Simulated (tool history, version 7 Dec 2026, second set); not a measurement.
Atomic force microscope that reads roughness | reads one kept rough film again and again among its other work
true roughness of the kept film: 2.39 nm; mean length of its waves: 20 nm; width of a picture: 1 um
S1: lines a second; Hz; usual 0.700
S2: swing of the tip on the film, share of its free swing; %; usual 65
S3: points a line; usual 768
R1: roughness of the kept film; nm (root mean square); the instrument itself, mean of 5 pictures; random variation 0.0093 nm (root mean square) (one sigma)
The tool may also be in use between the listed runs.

{"run": 1, "hour": 0.0, "S1": 0.7, "S2": 65, "S3": 768, "R1": 1.896}
{"run": 2, "hour": 52.6, "S1": 1.046, "S2": 65, "S3": 768, "R1": 1.856}
{"hour": 125.1, "done": "new tip fitted"}
{"run": 3, "hour": 133.3, "S1": 1.046, "S2": 65, "S3": 768, "R1": 2.04}
{"run": 4, "hour": 208.0, "S1": 3.838, "S2": 65, "S3": 768, "R1": 1.886}
{"run": 5, "hour": 258.9, "S1": 3.838, "S2": 65, "S3": 768, "R1": 1.846}
{"hour": 267.0, "done": "height scale calibrated on a step standard"}
{"run": 6, "hour": 331.8, "S1": 0.7, "S2": 65, "S3": 768, "R1": 1.919}
{"run": 7, "hour": 401.7, "S1": 0.7, "S2": 65, "S3": 768, "R1": 1.866}
{"run": 8, "hour": 457.1, "S1": 0.7, "S2": 65, "S3": 768, "R1": 1.83}
{"hour": 463.2, "done": "new tip fitted"}
{"run": 9, "hour": 534.4, "S1": 0.7, "S2": 65, "S3": 768, "R1": 1.991}
{"hour": 609.9, "done": "height scale calibrated on a step standard, once more"}
{"run": 10, "hour": 609.9, "S1": 1.309, "S2": 65, "S3": 563, "R1": 1.922}
{"run": 11, "hour": 683.9, "S1": 0.712, "S2": 65, "S3": 720, "R1": 1.892}
{"run": 12, "hour": 735.3, "S1": 0.7, "S2": 77, "S3": 648, "R1": 1.845}
{"hour": 800.5, "done": "new tip fitted"}
{"run": 13, "hour": 818.0, "S1": 0.925, "S2": 77, "S3": 540, "R1": 2.02}
{"run": 14, "hour": 888.8, "S1": 2.603, "S2": 64, "S3": 272, "R1": 1.883}
{"run": 15, "hour": 963.8, "S1": 2.215, "S2": 64, "S3": 272, "R1": 1.841}
{"run": 16, "hour": 1017.5, "S1": 0.751, "S2": 68, "S3": 768, "R1": 1.908}
{"run": 17, "hour": 1065.1, "S1": 2.71, "S2": 57, "S3": 384, "R1": 1.82}

4 ways to go on from here, each from the tool as it stands after run 17. What would each give?
{"run": "A", "hour": 1125.9, "S1": 2.71, "S2": 62, "S3": 881, "R1": "?"}
{"run": "B", "hour": 1125.9, "S1": 2.71, "S2": 56, "S3": 431, "R1": "?"}
{"run": "C", "hour": 1125.9, "S1": 0.556, "S2": 64, "S3": 768, "R1": "?"}
{"run": "D", "hour": 1125.9, "S1": 0.957, "S2": 89, "S3": 460, "R1": "?"}

run=A R1=1.782
run=B R1=1.791
run=C R1=1.838
run=D R1=1.730
Without the tool's hidden state the same runs would have given:
run=A R1=2.027
run=B R1=2.037
run=C R1=2.091
run=D R1=1.967
